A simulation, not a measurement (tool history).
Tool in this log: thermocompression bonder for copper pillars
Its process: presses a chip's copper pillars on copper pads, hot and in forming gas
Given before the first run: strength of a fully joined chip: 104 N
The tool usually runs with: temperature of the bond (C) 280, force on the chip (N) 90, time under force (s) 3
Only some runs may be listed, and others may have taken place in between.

| run | hour | temperature of the bond (C) | force on the chip (N) | time under force (s) | force that shears a chip off (N) |
|---|---|---|---|---|---|
| 1 | 0.0 | 280 | 90 | 3 | 58.3 |
| 2 | 6.4 | 280 | 90 | 3 | 58.3 |
| 3 | 12.9 | 280 | 90 | 3 | 60.6 |
| 4 | 17.5 | 280 | 80 | 3 | 54.8 |
| 5 | 26.8 | 280 | 80 | 3 | 54.5 |
| 6 | 33.4 | 280 | 80 | 3 | 54.0 |
| 7 | 42.6 | 280 | 126 | 3 | 72.8 |
| 8 | 47.2 | 280 | 126 | 3 | 72.1 |
| 9 | 56.3 | 280 | 126 | 3 | 72.1 |
|  | 61.3 | forming gas filter changed |
| 10 | 64.9 | 280 | 126 | 3 | 75.6 |
| 11 | 74.3 | 280 | 86 | 3 | 59.8 |
| 12 | 81.5 | 280 | 86 | 3 | 60.0 |
| 13 | 89.9 | 280 | 86 | 3 | 59.5 |
| 14 | 96.5 | 280 | 90 | 3 | 62.7 |
|  | 99.2 | heater calibrated with a thermocouple chip |
| 15 | 107.9 | 280 | 90 | 3 | 59.6 |
| 16 | 113.8 | 277 | 60 | 3 | 42.1 |
| 17 | 119.2 | 254 | 135 | 6 | 75.9 |
| 18 | 128.0 | 254 | 135 | 6 | 75.4 |
| 19 | 135.5 | 280 | 90 | 3 | 61.3 |
|  | 141.7 | heater calibrated with a thermocouple chip, once more |
| 20 | 142.4 | 280 | 76 | 8 | 78.5 |
| 21 | 150.1 | 280 | 131 | 8 | 95.2 |
| 22 | 154.6 | 280 | 131 | 8 | 93.5 |
| 23 | 160.3 | 280 | 131 | 8 | 93.9 |
| 24 | 170.1 | 304 | 90 | 3 | 76.8 |
| 25 | 177.6 | 275 | 59 | 3 | 46.4 |
| 26 | 185.5 | 275 | 59 | 5 | 54.3 |
| 27 | 194.9 | 280 | 57 | 3 | 46.6 |
| 28 | 204.1 | 296 | 93 | 3 | 72.9 |
| 29 | 208.8 | 306 | 93 | 4 | 84.1 |
| 30 | 218.8 | 306 | 93 | 4 | 84.7 |

Alternative continuations, all from the tool just after run 30; predict every row:
| A | 223.2 | 280 | 90 | 2 | ? |
| B | 223.2 | 297 | 97 | 7 | ? |
| C | 223.2 | 302 | 66 | 4 | ? |
| D | 223.2 | 306 | 101 | 4 | ? |

| run | force that shears a chip off (N) |
|---|---|
| A | 56.1 |
| B | 92.4 |
| C | 68.8 |
| D | 85.0 |
Stripped of hidden state, with their random variation kept, the same runs would have yielded:
| run | force that shears a chip off (N) |
|---|---|
| A | 57.3 |
| B | 93.7 |
| C | 70.2 |
| D | 86.3 |
